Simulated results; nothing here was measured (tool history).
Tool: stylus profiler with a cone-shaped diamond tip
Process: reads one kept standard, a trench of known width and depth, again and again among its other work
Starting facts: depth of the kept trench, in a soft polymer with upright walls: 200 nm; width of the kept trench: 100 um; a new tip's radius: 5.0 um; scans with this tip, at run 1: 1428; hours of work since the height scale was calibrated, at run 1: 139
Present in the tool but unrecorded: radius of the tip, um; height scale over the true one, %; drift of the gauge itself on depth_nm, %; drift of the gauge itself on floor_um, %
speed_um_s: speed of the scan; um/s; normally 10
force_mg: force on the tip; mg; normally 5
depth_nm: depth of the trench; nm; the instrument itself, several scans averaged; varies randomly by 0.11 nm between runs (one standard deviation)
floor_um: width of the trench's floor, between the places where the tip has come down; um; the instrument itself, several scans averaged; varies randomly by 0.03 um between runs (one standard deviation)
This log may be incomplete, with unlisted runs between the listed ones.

| run | hour | speed_um_s | force_mg | scans with this tip | hours of work since the height scale was calibrated | depth_nm | floor_um |
|---|---|---|---|---|---|---|---|
| 1 | 0 | 10 | 5 | 1428 | 139 | 205.38 | 97.05 |
| 2 | 44.1 | 10 | 5 | 1635 | 159 | 205.21 | 97.01 |
| 3 | 130.6 | 10 | 2.53 | 2042 | 198 | 203.37 | 96.99 |
| 4 | 176.4 | 10 | 2.53 | 2257 | 219 | 203.23 | 97.01 |
| 5 | 240.4 | 10 | 5 | 2559 | 248 | 205.29 | 96.98 |
| 6 | 311.9 | 10 | 5 | 2895 | 281 | 205.36 | 96.93 |
| 7 | 409.9 | 4 | 5 | 3356 | 326 | 205.15 | 96.9 |
| 8 | 501.8 | 4 | 5 | 3788 | 368 | 205.06 | 96.91 |
| 9 | 543.8 | 4 | 5 | 3985 | 387 | 205.06 | 96.91 |
| 10 | 596.3 | 4 | 5 | 4232 | 411 | 205.05 | 96.85 |
| 11 | 684.2 | 35 | 5 | 4645 | 451 | 204.98 | 96.72 |
|  | 691.2 | height scale calibrated on a step standard |
| 12 | 742.2 | 3 | 5 | 4916 | 23 | 204.82 | 96.83 |
| 13 | 805.8 | 3 | 5 | 5215 | 52 | 204.98 | 96.82 |
| 14 | 897.9 | 17 | 5 | 5648 | 94 | 205.13 | 96.71 |
| 15 | 969 | 10 | 5 | 5982 | 127 | 205.01 | 96.78 |
| 16 | 1012.8 | 10 | 5 | 6188 | 147 | 204.86 | 96.72 |
|  | 1027.5 | height scale calibrated on a step standard, once more |
| 17 | 1082.5 | 11 | 1.7 | 6513 | 25 | 202.61 | 96.7 |
| 18 | 1125.6 | 16 | 5.04 | 6716 | 45 | 205.34 | 96.65 |
| 19 | 1177.8 | 4 | 3.8 | 6962 | 69 | 204.59 | 96.64 |
| 20 | 1265.5 | 15 | 7.86 | 7374 | 109 | 207.19 | 96.69 |
| 21 | 1335.3 | 3 | 3.54 | 7702 | 140 | 204.41 | 96.65 |
| 22 | 1383.5 | 2 | 6.41 | 7929 | 162 | 206.25 | 96.64 |
| 23 | 1456.6 | 15 | 8.52 | 8273 | 196 | 207.7 | 96.57 |
| 24 | 1496.9 | 15 | 8.52 | 8462 | 214 | 207.64 | 96.56 |
| 25 | 1555.1 | 37 | 7.13 | 8736 | 241 | 206.77 | 96.49 |
| 26 | 1625.2 | 35 | 4.21 | 9066 | 273 | 204.61 | 96.45 |
| 27 | 1692 | 13 | 4.89 | 9380 | 303 | 205.14 | 96.47 |
| 28 | 1786.3 | 13 | 11.83 | 9823 | 346 | 209.55 | 96.48 |
| 29 | 1836.3 | 13 | 11.83 | 10058 | 369 | 209.37 | 96.49 |
| 30 | 1915.2 | 5 | 2.39 | 10429 | 405 | 203.07 | 96.46 |
| 31 | 1961.7 | 39 | 7.16 | 10648 | 426 | 206.75 | 96.4 |

For some of the steps in depth_nm from one run to the next: how much would appear even if the tool had no hidden state, given the settings, what came in and random variation, and how much remains for the hidden state plus any gauge scatter that the measured result and the result without hidden state don't share?
Run 7 -> 8: no setting touched and nothing written in the log between the runs. depth_nm -0.09 nm: hidden state -0.03, all else -0.06.
Run 11 -> 12: speed_um_s 35 -> 3, height scale calibrated on a step standard. depth_nm -0.16 nm: hidden state -0.06, all else -0.1.
Run 16 -> 17: speed_um_s 10 -> 11, force_mg 5 -> 1.7, height scale calibrated on a step standard, once more. depth_nm -2.25 nm: hidden state +0.43, all else -2.68.
Run 27 -> 28: force_mg 4.89 -> 11.83. depth_nm +4.41 nm: hidden state -0.03, all else +4.44.
Run 29 -> 30: speed_um_s 13 -> 5, force_mg 11.83 -> 2.39. depth_nm -6.3 nm: hidden state -0.02, all else -6.28.
Run 30 -> 31: speed_um_s 5 -> 39, force_mg 2.39 -> 7.16. depth_nm +3.68 nm: hidden state -0.01, all else +3.69.
